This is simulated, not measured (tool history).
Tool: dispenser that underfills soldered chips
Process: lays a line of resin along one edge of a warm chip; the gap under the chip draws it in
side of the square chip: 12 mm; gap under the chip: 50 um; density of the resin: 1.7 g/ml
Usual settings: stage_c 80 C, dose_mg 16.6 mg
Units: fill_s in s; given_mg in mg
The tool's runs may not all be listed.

run	day	stage_c	dose_mg	fill_s	given_mg
1	0.000	80	16.6	216.8	15.93
2	0.158	80	16.3	252.1	15.72
3	0.304	80	16.3	295.0	15.65
4	0.442	80	15.2	329.6	15.19
5	0.654	80	19.7	218.7	19.78
6	0.833	80	19.7	260.4	19.61
7	0.996	80	19.7	300.7	19.48
8	1.142	80	16.6	197.6	16.41
9	1.262	80	16.6	228.3	16.39
10	1.438	80	16.6	267.6	16.55
11	1.579	80	16.6	307.6	16.32
12	1.683	80	16.6	191.6	16.36
13	1.767	80	16.7	208.8	16.28
14	1.883	74	16.6	288.0	16.25
15	2.071	74	16.6	348.7	16.26
16	2.275	74	16.6	241.1	16.21
17	2.467	80	16.6	223.6	16.04
18	2.575	92	16.0	163.0	15.69
19	2.671	69	16.6	424.7	16.01
20	2.883	80	14.7	198.1	14.21
21	3.025	72	14.2	317.0	13.74
22	3.108	76	20.9	267.1	20.22
23	3.188	73	20.7	314.0	20.00
24	3.371	74	21.6	353.4	21.79
25	3.558	83	17.4	173.6	17.40
26	3.692	88	14.7	172.5	14.72
27	3.825	78	20.7	268.3	20.56
28	4.017	92	17.8	193.7	17.69
29	4.154	73	17.6	258.7	17.48
30	4.350	79	17.5	247.6	17.30
31	4.525	65	21.4	497.9	21.05
32	4.696	74	21.4	225.8	21.06
33	4.783	74	21.4	252.5	20.94

Not shown: 10 entries that the log had between the listed runs. Between which runs, and how does the tool's hidden state differ before and after?
Between runs 3 and 4: dispensing valve cleaned and set on the balance (day 0.371)
  resin's viscosity, % of fresh resin's: 151.9 -> 167; dose that the valve gives, % of what is set: 96.25 -> 99.94; true chip temperature over the reading, C: 0.65 -> 0.66
  measured less the result without the state, fill_s: +98.3 -> +127.5 s; given_mg: -0.61 -> -0.01 mg
Between runs 4 and 5: new syringe of resin (day 0.500)
  resin's viscosity, % of fresh resin's: 167 -> 117.1; dose that the valve gives, % of what is set: 99.94 -> 99.68; true chip temperature over the reading, C: 0.66 -> 0.68
  measured less the result without the state, fill_s: +127.5 -> +27.1 s; given_mg: -0.01 -> -0.06 mg
Between runs 7 and 8: new syringe of resin (day 1.100)
  resin's viscosity, % of fresh resin's: 163.4 -> 104.9; dose that the valve gives, % of what is set: 99.24 -> 99.05; true chip temperature over the reading, C: 0.71 -> 0.73
  measured less the result without the state, fill_s: +111.7 -> +4.5 s; given_mg: -0.15 -> -0.16 mg
Between runs 11 and 12: new syringe of resin (day 1.683)
  resin's viscosity, % of fresh resin's: 160.5 -> 100.3; dose that the valve gives, % of what is set: 98.49 -> 98.38; true chip temperature over the reading, C: 0.78 -> 0.79
  measured less the result without the state, fill_s: +111.1 -> -4.3 s; given_mg: -0.25 -> -0.27 mg
Between runs 15 and 16: new syringe of resin (day 2.275)
  resin's viscosity, % of fresh resin's: 145.8 -> 99.1; dose that the valve gives, % of what is set: 97.88 -> 97.63; true chip temperature over the reading, C: 0.83 -> 0.85
  measured less the result without the state, fill_s: +103.1 -> -8.9 s; given_mg: -0.36 -> -0.39 mg
Between runs 19 and 20: new syringe of resin (day 2.871)
  resin's viscosity, % of fresh resin's: 145.6 -> 100.6; dose that the valve gives, % of what is set: 97.12 -> 96.89; true chip temperature over the reading, C: 0.89 -> 0.91
  measured less the result without the state, fill_s: +124.8 -> -3.1 s; given_mg: -0.47 -> -0.46 mg
Between runs 23 and 24: dispensing valve cleaned and set on the balance (day 3.371)
  resin's viscosity, % of fresh resin's: 135.6 -> 155.1; dose that the valve gives, % of what is set: 96.49 -> 100.22; true chip temperature over the reading, C: 0.94 -> 0.96
  measured less the result without the state, fill_s: +74.6 -> +116.8 s; given_mg: -0.72 -> +0.05 mg
Between runs 24 and 25: new syringe of resin (day 3.508)
  resin's viscosity, % of fresh resin's: 155.1 -> 105.1; dose that the valve gives, % of what is set: 100.22 -> 99.97; true chip temperature over the reading, C: 0.96 -> 0.98
  measured less the result without the state, fill_s: +116.8 -> +2.2 s; given_mg: +0.05 -> -0.01 mg
Between runs 28 and 29: new syringe of resin (day 4.100)
  resin's viscosity, % of fresh resin's: 164.2 -> 106; dose that the valve gives, % of what is set: 99.38 -> 99.23; true chip temperature over the reading, C: 1.03 -> 1.04
  measured less the result without the state, fill_s: +71.5 -> +4.9 s; given_mg: -0.11 -> -0.14 mg
Between runs 31 and 32: new syringe of resin (day 4.696)
  resin's viscosity, % of fresh resin's: 151.8 -> 100.2; dose that the valve gives, % of what is set: 98.71 -> 98.49; true chip temperature over the reading, C: 1.08 -> 1.1
  measured less the result without the state, fill_s: +155.4 -> -9.1 s; given_mg: -0.27 -> -0.32 mg

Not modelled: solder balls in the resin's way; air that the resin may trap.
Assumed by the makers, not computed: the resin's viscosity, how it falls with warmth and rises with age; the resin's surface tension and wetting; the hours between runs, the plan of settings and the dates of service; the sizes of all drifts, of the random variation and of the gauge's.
